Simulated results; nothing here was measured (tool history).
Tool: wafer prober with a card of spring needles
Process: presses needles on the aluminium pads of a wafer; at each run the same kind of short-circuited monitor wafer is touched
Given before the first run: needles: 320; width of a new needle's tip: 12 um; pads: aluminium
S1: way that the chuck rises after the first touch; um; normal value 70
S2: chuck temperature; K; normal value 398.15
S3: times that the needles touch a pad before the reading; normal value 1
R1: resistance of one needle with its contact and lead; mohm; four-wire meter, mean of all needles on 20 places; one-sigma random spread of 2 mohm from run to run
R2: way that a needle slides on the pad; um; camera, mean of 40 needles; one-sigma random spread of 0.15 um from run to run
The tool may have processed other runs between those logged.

| run | hour | S1 | S2 | S3 | R1 | R2 |
|---|---|---|---|---|---|---|
| 1 | 0 | 70 | 398.15 | 1 | 230 | 14.82 |
|  | 4.6 | tips cleaned on abrasive film |
|  | 9.2 | tips cleaned on abrasive film |
|  | 13.9 | tips cleaned on abrasive film |
|  | 19.6 | tips cleaned on abrasive film |
|  | 25.3 | tips cleaned on abrasive film |
| 2 | 25.3 | 70 | 398.15 | 1 | 228 | 14.65 |
|  | 31.1 | tips cleaned on abrasive film |
|  | 36.8 | tips cleaned on abrasive film |
| 3 | 40.1 | 70 | 398.15 | 1 | 312 | 14.99 |
|  | 42.5 | tips cleaned on abrasive film |
|  | 47.1 | tips cleaned on abrasive film |
|  | 52.9 | tips cleaned on abrasive film |
|  | 58.6 | tips cleaned on abrasive film |
| 4 | 60 | 70 | 398.15 | 1 | 270 | 14.89 |
|  | 63.5 | tips cleaned on abrasive film |
|  | 68.1 | tips cleaned on abrasive film |
|  | 72.8 | tips cleaned on abrasive film |
|  | 78.5 | tips cleaned on abrasive film |
|  | 82.2 | height of the first contact set anew |
|  | 83.4 | tips cleaned on abrasive film |
|  | 88 | tips cleaned on abrasive film |
| 5 | 89.4 | 70 | 398.15 | 1 | 286 | 14.06 |
|  | 92.9 | tips cleaned on abrasive film |
|  | 98.7 | tips cleaned on abrasive film |
|  | 103.3 | tips cleaned on abrasive film |
|  | 107.9 | tips cleaned on abrasive film |
|  | 112.5 | tips cleaned on abrasive film |
| 6 | 112.8 | 70 | 398.15 | 2 | 239 | 13.64 |
|  | 117.4 | tips cleaned on abrasive film |
|  | 122 | tips cleaned on abrasive film |
|  | 125.7 | height of the first contact set anew, once more |
|  | 126.9 | tips cleaned on abrasive film |
| 7 | 128.7 | 62 | 391.15 | 2 | 260 | 14.03 |
|  | 132.2 | tips cleaned on abrasive film |
|  | 136.8 | tips cleaned on abrasive film |
|  | 142.5 | tips cleaned on abrasive film |
| 8 | 144.5 | 76 | 334.15 | 2 | 236 | 16.71 |
|  | 147.9 | tips cleaned on abrasive film |
|  | 152.6 | tips cleaned on abrasive film |
|  | 157.2 | tips cleaned on abrasive film |
| 9 | 157.5 | 76 | 334.15 | 2 | 218 | 16.63 |
|  | 162.1 | tips cleaned on abrasive film |
|  | 166.7 | tips cleaned on abrasive film |
|  | 172.5 | tips cleaned on abrasive film |
|  | 178.2 | tips cleaned on abrasive film |
| 10 | 182.2 | 76 | 334.15 | 2 | 269 | 16.9 |
|  | 183.4 | tips cleaned on abrasive film |
|  | 188 | tips cleaned on abrasive film |
|  | 193.8 | tips cleaned on abrasive film |
| 11 | 195.8 | 70 | 325.15 | 3 | 231 | 15.32 |

Below are 4 alternative next runs, each starting from the tool's condition after run 11. Predict each:
|  | 199.3 | tips cleaned on abrasive film |
|  | 203.9 | tips cleaned on abrasive film |
|  | 209.7 | tips cleaned on abrasive film |
|  | 215.4 | tips cleaned on abrasive film |
|  | 220 | tips cleaned on abrasive film |
|  | 225.3 | tips cleaned on abrasive film |
| A | 225.3 | 70 | 299.15 | 1 | ? | ? |
|  | 199.3 | tips cleaned on abrasive film |
|  | 203.9 | tips cleaned on abrasive film |
|  | 209.7 | tips cleaned on abrasive film |
|  | 215.4 | tips cleaned on abrasive film |
|  | 220 | tips cleaned on abrasive film |
|  | 225.3 | tips cleaned on abrasive film |
| B | 225.3 | 54 | 308.15 | 2 | ? | ? |
|  | 199.3 | tips cleaned on abrasive film |
|  | 203.9 | tips cleaned on abrasive film |
|  | 209.7 | tips cleaned on abrasive film |
|  | 215.4 | tips cleaned on abrasive film |
|  | 220 | tips cleaned on abrasive film |
|  | 225.3 | tips cleaned on abrasive film |
| C | 225.3 | 68 | 348.15 | 1 | ? | ? |
|  | 199.3 | tips cleaned on abrasive film |
|  | 203.9 | tips cleaned on abrasive film |
|  | 209.7 | tips cleaned on abrasive film |
|  | 215.4 | tips cleaned on abrasive film |
|  | 220 | tips cleaned on abrasive film |
|  | 225.3 | tips cleaned on abrasive film |
| D | 225.3 | 54 | 316.15 | 1 | ? | ? |

| run | R1 | R2 |
|---|---|---|
| A | 204 | 15.42 |
| B | 216 | 11.45 |
| C | 220 | 14.73 |
| D | 221 | 11.67 |
Take away the tool's hidden state, keep each run's random variation, and the runs would have read:
| run | R1 | R2 |
|---|---|---|
| A | 191 | 15.89 |
| B | 201 | 11.91 |
| C | 206 | 15.19 |
| D | 200 | 12.14 |
